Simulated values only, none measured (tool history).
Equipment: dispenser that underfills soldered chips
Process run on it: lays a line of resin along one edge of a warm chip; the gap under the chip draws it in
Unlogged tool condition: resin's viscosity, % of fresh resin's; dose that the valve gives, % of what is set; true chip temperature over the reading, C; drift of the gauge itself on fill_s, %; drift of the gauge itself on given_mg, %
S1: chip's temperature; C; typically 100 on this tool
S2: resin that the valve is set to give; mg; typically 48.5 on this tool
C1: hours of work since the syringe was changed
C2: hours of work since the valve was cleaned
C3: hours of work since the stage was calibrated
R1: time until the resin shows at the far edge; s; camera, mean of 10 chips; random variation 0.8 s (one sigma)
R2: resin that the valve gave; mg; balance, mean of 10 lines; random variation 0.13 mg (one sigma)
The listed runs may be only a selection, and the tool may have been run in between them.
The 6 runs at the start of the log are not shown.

run  hour   S1    S2  C1  C2   C3     R1     R2
  7  21.9  100  41.5   5  10   60  119.7   41.4
     24.4  -- new syringe of resin
  8  24.9   88  41.5   0  12   61  106.4  41.25
  9  29.4   88  41.5   3  14   64  134.3  41.15
 10    33   88  49.7   5  17   66  147.8  49.32
     35.7  -- new syringe of resin
 11  37.6   96  48.5   1  19   69   88.7  47.76
 12  39.9   96  48.5   3  21   70   99.4  47.97
 13  43.7   96  48.5   5  23   73  120.7  47.84
 14  46.5   96  48.5   7  25   74  136.1  48.07
     47.2  -- new syringe of resin
 15  50.1  100  48.5   2  27   76   83.9  47.93
 16  55.1  100  48.5   5  30   79  104.4  47.67
     58.4  -- new syringe of resin
 17  59.6  100  48.5   1  32   82   79.2   47.5
 18  63.8  100  48.5   3  35   84   96.6  47.55
 19    68   91  58.6   6  37   87  143.5  57.29
     69.8  -- new syringe of resin
 20  73.2   91  58.6   2  40   90  107.6  57.44
 21  76.6   94  49.1   4  43   92  118.9  47.97
 22  79.7  100  56.5   6  44   94  117.9  54.97
     81.1  -- new syringe of resin
 23  83.1   90  42.2   1  46   96  111.3  41.11
 24  86.7   94  48.5   3  49   98    114  47.31
 25  91.5   94  48.5   6  51  101  141.9  46.88
     92.6  -- new syringe of resin
 26  94.9   94  48.5   1  53  103   97.3     47

Run 27, settings as shown, results not yet in. Your forecast:
 27  98.6  95  61.1   4  56  105   ?   ?

{"run 27": {"R1": 108.1, "R2": 59.25}}
Take away the tool's hidden state, keep the run-to-run variation as it was, and the same run would have given R1 82.7 s, R2 61.16 mg.
